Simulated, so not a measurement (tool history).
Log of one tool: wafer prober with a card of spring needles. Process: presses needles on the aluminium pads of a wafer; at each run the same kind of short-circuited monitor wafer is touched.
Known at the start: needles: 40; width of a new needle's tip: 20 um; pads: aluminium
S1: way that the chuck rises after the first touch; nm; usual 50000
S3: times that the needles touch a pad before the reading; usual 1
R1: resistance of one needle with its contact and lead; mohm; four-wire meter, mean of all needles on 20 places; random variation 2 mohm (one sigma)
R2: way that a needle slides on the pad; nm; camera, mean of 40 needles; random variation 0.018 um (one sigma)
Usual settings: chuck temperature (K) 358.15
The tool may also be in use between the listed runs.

run 1 hour=0 | S1=50000 chuck_temperature_(K)=358.15 S3=1 | R1=216 R2=8730
-- hour=3 tips cleaned on abrasive film
-- hour=7.1 tips cleaned on abrasive film
-- hour=11.5 tips cleaned on abrasive film
run 2 hour=13.6 | S1=50000 chuck_temperature_(K)=358.15 S3=1 | R1=215 R2=8710
-- hour=15.3 tips cleaned on abrasive film
-- hour=19.3 tips cleaned on abrasive film
-- hour=23.1 tips cleaned on abrasive film
-- hour=27.1 tips cleaned on abrasive film
run 3 hour=27.1 | S1=50000 chuck_temperature_(K)=358.15 S3=1 | R1=217 R2=8680
-- hour=31.5 tips cleaned on abrasive film
-- hour=35.6 tips cleaned on abrasive film
run 4 hour=37.4 | S1=50000 chuck_temperature_(K)=358.15 S3=1 | R1=220 R2=8670
-- hour=40.1 tips cleaned on abrasive film
-- hour=44.1 tips cleaned on abrasive film
-- hour=47.7 tips cleaned on abrasive film
run 5 hour=49.2 | S1=50000 chuck_temperature_(K)=358.15 S3=1 | R1=218 R2=8670
-- hour=51.9 tips cleaned on abrasive film
-- hour=56.2 tips cleaned on abrasive film
run 6 hour=58.1 | S1=50000 chuck_temperature_(K)=358.15 S3=3 | R1=216 R2=8610
-- hour=59.9 tips cleaned on abrasive film
-- hour=64.4 tips cleaned on abrasive film
run 7 hour=64.9 | S1=50000 chuck_temperature_(K)=358.15 S3=3 | R1=215 R2=8630
-- hour=68.3 tips cleaned on abrasive film
-- hour=72.8 tips cleaned on abrasive film
run 8 hour=75.2 | S1=50000 chuck_temperature_(K)=358.15 S3=1 | R1=217 R2=8610
-- hour=77.1 tips cleaned on abrasive film
-- hour=81.1 tips cleaned on abrasive film
-- hour=85.6 tips cleaned on abrasive film
run 9 hour=88 | S1=50000 chuck_temperature_(K)=358.15 S3=1 | R1=212 R2=8560
-- hour=89.9 tips cleaned on abrasive film
-- hour=94.3 tips cleaned on abrasive film
-- hour=98.4 tips cleaned on abrasive film
run 10 hour=101.6 | S1=50000 chuck_temperature_(K)=358.15 S3=1 | R1=212 R2=8520
-- hour=102.6 tips cleaned on abrasive film
-- hour=106.7 tips cleaned on abrasive film
-- hour=110.8 tips cleaned on abrasive film
-- hour=115 tips cleaned on abrasive film
run 11 hour=115 | S1=50000 chuck_temperature_(K)=311.15 S3=1 | R1=200 R2=8500
-- hour=119 tips cleaned on abrasive film
-- hour=123.4 tips cleaned on abrasive film
run 12 hour=124 | S1=50000 chuck_temperature_(K)=358.15 S3=1 | R1=215 R2=8520
-- hour=124.7 gauge calibrated
-- hour=127.4 tips cleaned on abrasive film
-- hour=131.7 tips cleaned on abrasive film
run 13 hour=132.4 | S1=50000 chuck_temperature_(K)=358.15 S3=1 | R1=215 R2=8710
-- hour=135.9 tips cleaned on abrasive film
-- hour=140.4 tips cleaned on abrasive film
run 14 hour=141.3 | S1=50000 chuck_temperature_(K)=358.15 S3=1 | R1=214 R2=8720
-- hour=144.5 tips cleaned on abrasive film
-- hour=148.3 tips cleaned on abrasive film
run 15 hour=150.7 | S1=50000 chuck_temperature_(K)=301.15 S3=2 | R1=196 R2=8740
-- hour=152.4 tips cleaned on abrasive film
-- hour=156.7 tips cleaned on abrasive film
-- hour=160.8 tips cleaned on abrasive film
-- hour=164.5 tips cleaned on abrasive film
run 16 hour=164.5 | S1=33000 chuck_temperature_(K)=300.15 S3=2 | R1=214 R2=5720
-- hour=168.4 tips cleaned on abrasive film
run 17 hour=170.4 | S1=50000 chuck_temperature_(K)=344.15 S3=1 | R1=211 R2=8640
-- hour=172.2 tips cleaned on abrasive film
-- hour=176.5 tips cleaned on abrasive film
run 18 hour=178.2 | S1=49000 chuck_temperature_(K)=334.15 S3=2 | R1=208 R2=8470
-- hour=180.7 tips cleaned on abrasive film
-- hour=184.4 tips cleaned on abrasive film
run 19 hour=187.5 | S1=49000 chuck_temperature_(K)=334.15 S3=2 | R1=208 R2=8470
-- hour=188.5 tips cleaned on abrasive film
-- hour=192.7 tips cleaned on abrasive film
-- hour=196.7 tips cleaned on abrasive film
run 20 hour=200 | S1=69000 chuck_temperature_(K)=313.15 S3=3 | R1=190 R2=11870
-- hour=200.9 tips cleaned on abrasive film
-- hour=205 tips cleaned on abrasive film
-- hour=208.8 tips cleaned on abrasive film
run 21 hour=208.8 | S1=69000 chuck_temperature_(K)=313.15 S3=3 | R1=194 R2=11840
-- hour=212.4 height of the first contact set anew
-- hour=213.4 tips cleaned on abrasive film
-- hour=217.6 tips cleaned on abrasive film
-- hour=221.8 tips cleaned on abrasive film
run 22 hour=222.3 | S1=49000 chuck_temperature_(K)=371.15 S3=2 | R1=219 R2=8360
-- hour=225.9 tips cleaned on abrasive film
-- hour=230.1 tips cleaned on abrasive film
-- hour=234.1 tips cleaned on abrasive film
run 23 hour=236.7 | S1=51000 chuck_temperature_(K)=362.15 S3=1 | R1=218 R2=8710
-- hour=238.4 tips cleaned on abrasive film
-- hour=242.2 tips cleaned on abrasive film
-- hour=246.3 tips cleaned on abrasive film
run 24 hour=247.9 | S1=51000 chuck_temperature_(K)=362.15 S3=1 | R1=214 R2=8680
-- hour=250.3 tips cleaned on abrasive film
-- hour=254.2 tips cleaned on abrasive film
run 25 hour=254.2 | S1=50000 chuck_temperature_(K)=333.15 S3=1 | R1=207 R2=8480
-- hour=258.6 tips cleaned on abrasive film
-- hour=262.8 tips cleaned on abrasive film
run 26 hour=266.3 | S1=50000 chuck_temperature_(K)=333.15 S3=1 | R1=208 R2=8460
-- hour=266.9 tips cleaned on abrasive film
-- hour=271.1 tips cleaned on abrasive film
-- hour=274.7 tips cleaned on abrasive film
run 27 hour=274.7 | S1=50000 chuck_temperature_(K)=333.15 S3=1 | R1=210 R2=8460
-- hour=278.6 tips cleaned on abrasive film
-- hour=282.7 tips cleaned on abrasive film
run 28 hour=283.6 | S1=50000 chuck_temperature_(K)=333.15 S3=1 | R1=210 R2=8430

Forecast each of these 3 alternatives for the next run:
-- hour=287.2 tips cleaned on abrasive film
-- hour=290.9 tips cleaned on abrasive film
run A hour=290.9 | S1=50000 chuck_temperature_(K)=300.15 S3=1 | R1=? R2=?
-- hour=287.2 tips cleaned on abrasive film
-- hour=290.9 tips cleaned on abrasive film
run B hour=290.9 | S1=52000 chuck_temperature_(K)=361.15 S3=1 | R1=? R2=?
-- hour=287.2 tips cleaned on abrasive film
-- hour=290.9 tips cleaned on abrasive film
run C hour=290.9 | S1=69000 chuck_temperature_(K)=380.15 S3=1 | R1=? R2=?

run=A R1=199 R2=8400
run=B R1=214 R2=8760
run=C R1=211 R2=11600
Without the tool's hidden state the same runs would have given:
run=A R1=199 R2=8720
run=B R1=214 R2=9100
run=C R1=211 R2=12050
